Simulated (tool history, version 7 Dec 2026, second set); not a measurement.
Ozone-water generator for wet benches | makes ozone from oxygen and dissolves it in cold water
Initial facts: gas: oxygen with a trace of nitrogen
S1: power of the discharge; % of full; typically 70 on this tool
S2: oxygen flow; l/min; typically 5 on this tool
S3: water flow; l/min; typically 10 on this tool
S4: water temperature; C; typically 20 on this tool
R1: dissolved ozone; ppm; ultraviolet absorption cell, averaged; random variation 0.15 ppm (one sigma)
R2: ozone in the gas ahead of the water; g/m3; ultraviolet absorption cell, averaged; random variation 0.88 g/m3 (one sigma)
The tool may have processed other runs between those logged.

run	hour	S1	S2	S3	S4	R1	R2
1	0	70	5	10	20	18	139.7
2	46.9	70	5	10	20	17.9	139.9
3	87.9	70	5	10	14	19.9	139.3
4	156.8	70	8.57	10	14	19.1	110
5	205.6	42	5	10	20	12.2	94.3
6	251.5	70	5	10	20	17.7	139.2
7	317.3	70	5	10	20	17.7	139.2
8	364.9	70	5	10	20	17.5	139.4
9	407.9	70	5	10	20	17.6	138.2
10	473.6	70	5	10	20	17.8	138.8
11	543.5	70	5	12	24	14.1	137.4
12	602	70	4.27	11	24	15.5	148.4
13	677.7	70	4.27	11	24	15.3	148.1
14	716.3	95	4.27	11	24	19	185.9

Forecast run 15:
15	784.9	95	4.27	11	24	?	?

R1: 19 ppm
R2: 183 g/m3
If the tool had no hidden condition, the same run with the same run-to-run variation would have returned R1 21.5 ppm, R2 197 g/m3.

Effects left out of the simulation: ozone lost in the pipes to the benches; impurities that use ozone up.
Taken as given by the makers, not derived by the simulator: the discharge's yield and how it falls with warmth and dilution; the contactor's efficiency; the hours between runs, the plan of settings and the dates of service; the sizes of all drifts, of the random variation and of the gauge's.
